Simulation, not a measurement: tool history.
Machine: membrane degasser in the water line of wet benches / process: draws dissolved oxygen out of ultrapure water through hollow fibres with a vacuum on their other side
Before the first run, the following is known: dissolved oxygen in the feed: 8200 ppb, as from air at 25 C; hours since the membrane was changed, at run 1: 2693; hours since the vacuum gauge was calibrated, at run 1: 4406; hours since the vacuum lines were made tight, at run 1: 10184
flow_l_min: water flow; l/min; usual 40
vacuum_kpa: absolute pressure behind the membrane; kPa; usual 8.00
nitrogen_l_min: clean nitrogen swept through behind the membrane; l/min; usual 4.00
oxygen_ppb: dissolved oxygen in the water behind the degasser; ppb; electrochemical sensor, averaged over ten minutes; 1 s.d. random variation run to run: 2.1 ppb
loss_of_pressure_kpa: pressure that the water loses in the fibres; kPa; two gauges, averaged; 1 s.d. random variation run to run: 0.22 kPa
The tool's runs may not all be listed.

run,hour,flow_l_min,vacuum_kpa,nitrogen_l_min,hours since the membrane was changed,hours since the vacuum gauge was calibrated,hours since the vacuum lines were made tight,oxygen_ppb,loss_of_pressure_kpa
1,0.0,40,8.00,4.00,2693,4406,10184,212.9,52.69
2,104.1,40,8.00,4.00,2797,4510,10288,213.7,52.75
3,241.9,40,8.00,4.00,2935,4648,10426,210.3,52.61
4,385.9,37,8.00,4.00,3079,4792,10570,182.4,48.73
5,484.0,40,5.81,4.00,3177,4890,10668,162.7,52.54
6,592.7,58,8.00,4.00,3285,4999,10776,443.9,76.60
7,666.8,58,8.00,2.72,3360,5073,10851,515.3,76.42
8,764.9,40,8.00,4.00,3458,5171,10949,213.1,52.46
# hour 835.0: seals of the vacuum lines changed
9,858.7,40,8.00,4.00,3550,5263,24,214.6,53.03
10,976.2,59,8.00,4.00,3667,5380,141,466.8,77.71
11,1041.8,59,8.00,4.00,3733,5446,207,465.1,77.89
# hour 1124.1: vacuum gauge calibrated
12,1170.0,40,8.00,4.00,3860,46,334,214.7,52.72
13,1315.3,58,8.55,1.84,4006,191,480,629.7,76.55
14,1383.7,25,8.00,4.85,4074,260,548,74.4,32.83
15,1473.1,25,8.00,4.85,4163,349,638,75.9,32.87
16,1581.8,40,6.09,4.00,4272,458,746,169.8,52.78
17,1704.6,40,6.09,4.00,4395,580,869,171.9,52.86
18,1817.8,40,6.09,4.00,4508,694,982,172.3,52.68
19,1943.3,25,18.02,6.29,4634,819,1108,158.4,32.91
20,2013.9,40,6.98,5.94,4704,890,1178,163.4,52.70
21,2111.8,40,6.98,5.94,4802,988,1276,162.6,52.49
22,2228.1,30,8.00,3.89,4918,1104,1393,120.3,39.21
23,2373.5,40,13.41,1.80,5064,1249,1538,567.1,52.97
24,2467.8,50,14.79,3.24,5158,1344,1632,575.8,66.43

3 ways to go on from here, each from the tool as it stands after run 24. What would each give?
A,2612.7,35,6.70,1.77,5303,1489,1777,?,?
B,2612.7,43,5.92,1.96,5303,1489,1777,?,?
C,2612.7,40,13.44,4.00,5303,1489,1777,?,?

run,oxygen_ppb,loss_of_pressure_kpa
A,211.8,46.00
B,259.3,56.49
C,338.4,52.67
With no hidden state in the tool, these same runs would have given:
run,oxygen_ppb,loss_of_pressure_kpa
A,211.7,45.99
B,259.1,56.47
C,338.2,52.65

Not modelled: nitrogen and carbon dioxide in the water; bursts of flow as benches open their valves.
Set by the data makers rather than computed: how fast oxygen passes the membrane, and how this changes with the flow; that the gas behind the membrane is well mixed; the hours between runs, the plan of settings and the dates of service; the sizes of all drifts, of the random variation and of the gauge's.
